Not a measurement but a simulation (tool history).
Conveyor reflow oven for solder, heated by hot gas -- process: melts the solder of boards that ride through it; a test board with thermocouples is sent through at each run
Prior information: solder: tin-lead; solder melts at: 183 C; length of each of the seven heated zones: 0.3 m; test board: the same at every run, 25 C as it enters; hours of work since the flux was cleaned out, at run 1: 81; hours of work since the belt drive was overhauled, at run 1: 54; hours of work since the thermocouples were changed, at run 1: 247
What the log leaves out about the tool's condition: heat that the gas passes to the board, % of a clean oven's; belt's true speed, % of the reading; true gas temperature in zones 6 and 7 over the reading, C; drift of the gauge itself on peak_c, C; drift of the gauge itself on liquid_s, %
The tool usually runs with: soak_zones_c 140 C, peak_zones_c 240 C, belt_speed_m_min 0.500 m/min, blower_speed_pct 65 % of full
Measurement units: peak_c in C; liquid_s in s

run	hour	soak_zones_c	peak_zones_c	belt_speed_m_min	blower_speed_pct	hours of work since the flux was cleaned out	hours of work since the belt drive was overhauled	hours of work since the thermocouples were changed	peak_c	liquid_s
1	0.0	140	240	0.500	65	81	54	247	224.3	59.48
2	20.3	140	240	0.500	57	91	64	258	221.6	57.44
3	50.5	140	254	0.500	65	107	80	273	236.7	65.85
4	79.9	140	254	0.500	67	122	95	288	237.3	66.03
5	115.7	140	254	0.503	67	140	113	307	237.2	65.58
6	151.5	140	254	0.503	67	159	131	325	237.3	65.69
7	176.8	140	240	0.500	65	172	144	338	224.2	59.30
8	210.3	131	240	0.500	65	189	162	355	222.8	55.45
9	242.0	131	240	0.500	65	205	178	372	222.4	55.44
10	274.2	131	240	0.593	65	222	194	388	215.7	42.01
11	314.6	131	240	0.593	65	243	215	409	216.1	41.85
12	357.8	140	240	0.500	65	265	237	431	223.3	58.95
13	377.8	140	240	0.500	65	275	248	441	223.9	59.12
14	411.0	150	240	0.500	65	292	265	459	225.2	63.62
# hour 423.9: flux residue cleaned out of gas plates and filters
15	445.1	150	240	0.500	65	11	280	473	226.1	63.99
16	483.9	150	240	0.500	65	31	300	493	225.8	63.87
17	520.9	143	240	0.500	78	50	319	512	227.6	62.70
# hour 528.7: belt drive overhauled, speed set with a stopwatch
18	548.5	128	240	0.582	65	62	10	525	216.1	42.64
19	575.8	134	251	0.412	90	76	24	539	243.8	81.71
20	597.9	134	251	0.412	90	87	36	550	243.6	81.76
21	623.9	134	251	0.412	90	101	49	563	243.5	81.69
22	647.3	155	239	0.451	55	113	61	575	225.3	73.37
23	674.3	140	248	0.500	65	127	75	589	231.0	63.30
# hour 684.9: belt drive overhauled, speed set with a stopwatch, once more
24	707.2	140	229	0.500	65	141	11	604	214.0	52.21
25	731.9	136	242	0.562	52	154	24	617	215.1	44.47
26	779.3	153	254	0.500	65	178	49	641	237.7	70.49
27	812.7	153	254	0.500	65	196	66	658	237.7	70.73
28	851.0	153	254	0.500	65	215	85	678	237.5	70.52
29	870.5	153	254	0.500	65	225	95	688	237.3	70.46
30	917.7	153	254	0.500	65	250	120	712	237.5	70.49

Predict each of these 3 candidate next runs independently; none follows another, all start after run 30:
A	957.8	136	244	0.552	65	270	140	733	?	?
B	957.8	153	236	0.500	65	270	140	733	?	?
C	957.8	140	240	0.500	79	270	140	733	?	?

run	peak_c	liquid_s
A	222.2	50.98
B	221.6	62.59
C	226.4	60.94
Take away the tool's hidden state, keep each run's random variation, and the runs would have read:
run	peak_c	liquid_s
A	224.3	52.29
B	223.2	63.57
C	228.4	62.00
